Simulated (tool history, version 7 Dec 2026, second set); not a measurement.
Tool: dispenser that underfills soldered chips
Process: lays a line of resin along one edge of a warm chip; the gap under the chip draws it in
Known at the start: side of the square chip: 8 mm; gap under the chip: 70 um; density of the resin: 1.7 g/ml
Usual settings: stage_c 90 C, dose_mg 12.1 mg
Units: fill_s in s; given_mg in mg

Run 1, hour 0.0: usual settings. Result: fill_s 38.1 s, given_mg 12.04 mg.
Run 2, hour 7.9: usual settings. Result: fill_s 60.8 s, given_mg 11.82 mg.
At hour 10.6: new syringe of resin.
At hour 21.7: new syringe of resin.
Run 3, hour 21.8: usual settings. Result: fill_s 36.2 s, given_mg 11.76 mg.
At hour 33.3: new syringe of resin.
Run 4, hour 36.4: usual settings. Result: fill_s 42.9 s, given_mg 11.65 mg.
At hour 45.6: new syringe of resin.
Run 5, hour 50.5: usual settings. Result: fill_s 48.1 s, given_mg 11.40 mg.
At hour 57.4: new syringe of resin.
Run 6, hour 57.4: usual settings. Result: fill_s 36.5 s, given_mg 11.60 mg.
At hour 68.9: new syringe of resin.
At hour 69.9: dispensing valve cleaned and set on the balance.
Run 7, hour 73.4: usual settings. Result: fill_s 44.3 s, given_mg 12.12 mg.
At hour 81.4: new syringe of resin.
Run 8, hour 86.9: usual settings but stage_c 79 C. Result: fill_s 69.8 s, given_mg 11.93 mg.
At hour 92.7: new syringe of resin.
Run 9, hour 97.4: usual settings. Result: fill_s 47.0 s, given_mg 12.06 mg.
At hour 104.1: new syringe of resin.
Run 10, hour 109.4: usual settings but dose_mg 12.0 mg. Result: fill_s 49.3 s, given_mg 11.85 mg.
At hour 115.3: new syringe of resin.
Run 11, hour 119.3: usual settings but dose_mg 12.0 mg. Result: fill_s 44.3 s, given_mg 11.68 mg.
At hour 127.1: new syringe of resin.
Run 12, hour 134.4: usual settings but dose_mg 13.3 mg. Result: fill_s 54.9 s, given_mg 13.01 mg.
At hour 138.5: new syringe of resin.
Run 13, hour 146.4: usual settings but stage_c 99 C. Result: fill_s 46.0 s, given_mg 11.69 mg.
At hour 150.4: new syringe of resin.
At hour 161.6: new syringe of resin.
Run 14, hour 161.6: usual settings but stage_c 99 C. Result: fill_s 28.1 s, given_mg 11.55 mg.
At hour 163.9: dispensing valve cleaned and set on the balance.
At hour 173.8: new syringe of resin.
Run 15, hour 177.2: usual settings but stage_c 99 C. Result: fill_s 34.2 s, given_mg 12.15 mg.
At hour 184.9: new syringe of resin.
Run 16, hour 184.9: usual settings but stage_c 99 C. Result: fill_s 28.1 s, given_mg 11.98 mg.
At hour 196.6: new syringe of resin.
Run 17, hour 196.9: usual settings but stage_c 99 C. Result: fill_s 28.7 s, given_mg 11.87 mg.
At hour 208.7: new syringe of resin.
Run 18, hour 211.4: usual settings but stage_c 81 C, dose_mg 10.9 mg. Result: fill_s 57.8 s, given_mg 10.67 mg.
Run 19, hour 218.7: usual settings but stage_c 81 C, dose_mg 10.9 mg. Result: fill_s 88.2 s, given_mg 10.57 mg.
At hour 221.1: new syringe of resin.
Run 20, hour 225.2: usual settings but stage_c 81 C, dose_mg 10.9 mg. Result: fill_s 63.3 s, given_mg 10.64 mg.
At hour 232.4: new syringe of resin.
Run 21, hour 239.2: usual settings but stage_c 89 C. Result: fill_s 56.7 s, given_mg 11.59 mg.
At hour 244.0: new syringe of resin.
Run 22, hour 253.2: usual settings but stage_c 89 C. Result: fill_s 66.6 s, given_mg 11.53 mg.

Run 23 comes next. What will it give?
At hour 255.5: new syringe of resin.
At hour 259.0: dispensing valve cleaned and set on the balance.
Run 23, hour 261.4: usual settings but stage_c 89 C. Result: fill_s ?, given_mg ?.

{"run 23": {"fill_s": 50.6, "given_mg": 12.06}}
Without the tool's hidden state the same run would have given fill_s 36.9 s, given_mg 12.08 mg.

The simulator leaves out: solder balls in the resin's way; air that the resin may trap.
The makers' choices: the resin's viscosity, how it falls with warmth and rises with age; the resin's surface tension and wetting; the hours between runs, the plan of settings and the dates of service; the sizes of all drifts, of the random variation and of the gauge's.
